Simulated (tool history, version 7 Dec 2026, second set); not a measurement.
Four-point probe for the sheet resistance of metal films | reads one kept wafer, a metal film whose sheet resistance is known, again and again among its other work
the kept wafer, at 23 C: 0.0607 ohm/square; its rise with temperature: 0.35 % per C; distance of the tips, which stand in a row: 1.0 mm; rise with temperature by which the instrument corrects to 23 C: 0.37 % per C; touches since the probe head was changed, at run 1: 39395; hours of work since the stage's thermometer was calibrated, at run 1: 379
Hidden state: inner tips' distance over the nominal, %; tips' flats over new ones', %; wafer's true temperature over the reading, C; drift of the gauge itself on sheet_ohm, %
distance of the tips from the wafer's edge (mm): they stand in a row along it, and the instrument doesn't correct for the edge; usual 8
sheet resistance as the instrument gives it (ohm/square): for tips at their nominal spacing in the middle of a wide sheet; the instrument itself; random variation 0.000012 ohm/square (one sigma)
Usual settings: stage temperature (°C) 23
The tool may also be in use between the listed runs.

| run | hour | stage temperature (°C) | distance of the tips from the wafer's edge (mm) | touches since the probe head was changed | hours of work since the stage's thermometer was calibrated | sheet resistance as the instrument gives it (ohm/square) |
|---|---|---|---|---|---|---|
| 1 | 0.0 | 23 | 8 | 39395 | 379 | 0.061061 |
| 2 | 18.8 | 23 | 8 | 40297 | 391 | 0.061068 |
| 3 | 43.6 | 23 | 8 | 41480 | 406 | 0.061063 |
| 4 | 60.3 | 23 | 8 | 42282 | 416 | 0.061078 |
| 5 | 71.2 | 23 | 8 | 42803 | 423 | 0.061087 |
| 6 | 81.6 | 23 | 8 | 43302 | 430 | 0.061077 |
| 7 | 97.2 | 35 | 8 | 44049 | 439 | 0.060905 |
| 8 | 119.2 | 23 | 8 | 45102 | 453 | 0.061054 |
| 9 | 143.8 | 19 | 8 | 46279 | 468 | 0.061148 |
| 10 | 165.1 | 19 | 8 | 47296 | 482 | 0.061138 |
| 11 | 177.8 | 23 | 8 | 47906 | 490 | 0.061092 |
| 12 | 189.6 | 23 | 8 | 48472 | 497 | 0.061076 |
| 13 | 207.0 | 23 | 8 | 49304 | 508 | 0.061098 |
| 14 | 229.9 | 23 | 8 | 50397 | 522 | 0.061081 |
| 15 | 252.6 | 31 | 8 | 51487 | 536 | 0.060976 |
| 16 | 263.1 | 31 | 8 | 51987 | 543 | 0.060972 |
| 17 | 275.9 | 31 | 8 | 52599 | 551 | 0.060984 |
| 18 | 294.8 | 31 | 8 | 53508 | 562 | 0.061009 |
| 19 | 313.6 | 31 | 8 | 54406 | 574 | 0.060995 |
| 20 | 323.9 | 31 | 8 | 54899 | 580 | 0.061012 |
| 21 | 341.4 | 31 | 8 | 55735 | 591 | 0.061006 |
| 22 | 352.0 | 31 | 8 | 56243 | 598 | 0.060973 |
|  | 353.9 | stage's thermometer calibrated |
| 23 | 367.6 | 33 | 75 | 56964 | 9 | 0.060449 |
| 24 | 379.2 | 19 | 52 | 57524 | 16 | 0.060649 |
| 25 | 395.7 | 18 | 50 | 58309 | 26 | 0.060681 |
|  | 400.3 | stage's thermometer calibrated, once more |
| 26 | 420.0 | 18 | 50 | 59449 | 12 | 0.060715 |
| 27 | 431.5 | 20 | 15 | 60001 | 19 | 0.060832 |

Run 28 comes next. What will it give?
| 28 | 446.1 | 20 | 15 | 60700 | 28 | ? |

{"run 28": {"sheet resistance as the instrument gives it (ohm/square)": 0.060829}}
Without the tool's hidden state the same run would have given sheet resistance as the instrument gives it (ohm/square) 0.060897.
